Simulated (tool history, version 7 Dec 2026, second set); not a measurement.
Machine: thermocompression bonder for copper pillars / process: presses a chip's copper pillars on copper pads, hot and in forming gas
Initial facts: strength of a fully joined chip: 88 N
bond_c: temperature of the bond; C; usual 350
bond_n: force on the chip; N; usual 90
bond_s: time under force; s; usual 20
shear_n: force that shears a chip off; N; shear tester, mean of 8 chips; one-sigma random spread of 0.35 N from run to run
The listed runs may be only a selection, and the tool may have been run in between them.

| run | hour | bond_c | bond_n | bond_s | shear_n |
|---|---|---|---|---|---|
| 1 | 0.0 | 350 | 90 | 20 | 31.0 |
| 2 | 60.2 | 350 | 90 | 20 | 30.7 |
| 3 | 94.1 | 350 | 90 | 20 | 30.2 |
|  | 119.7 | forming gas filter changed |
| 4 | 123.3 | 325 | 90 | 20 | 25.7 |
| 5 | 157.5 | 325 | 90 | 20 | 25.7 |
| 6 | 217.8 | 325 | 90 | 20 | 25.6 |

Run 7 is up next; what results do you expect?
| 7 | 280.8 | 346 | 66 | 20 | ? |

{"run 7": {"shear_n": 24.5}}
Without the tool's hidden state the same run would have given shear_n 24.9 N.
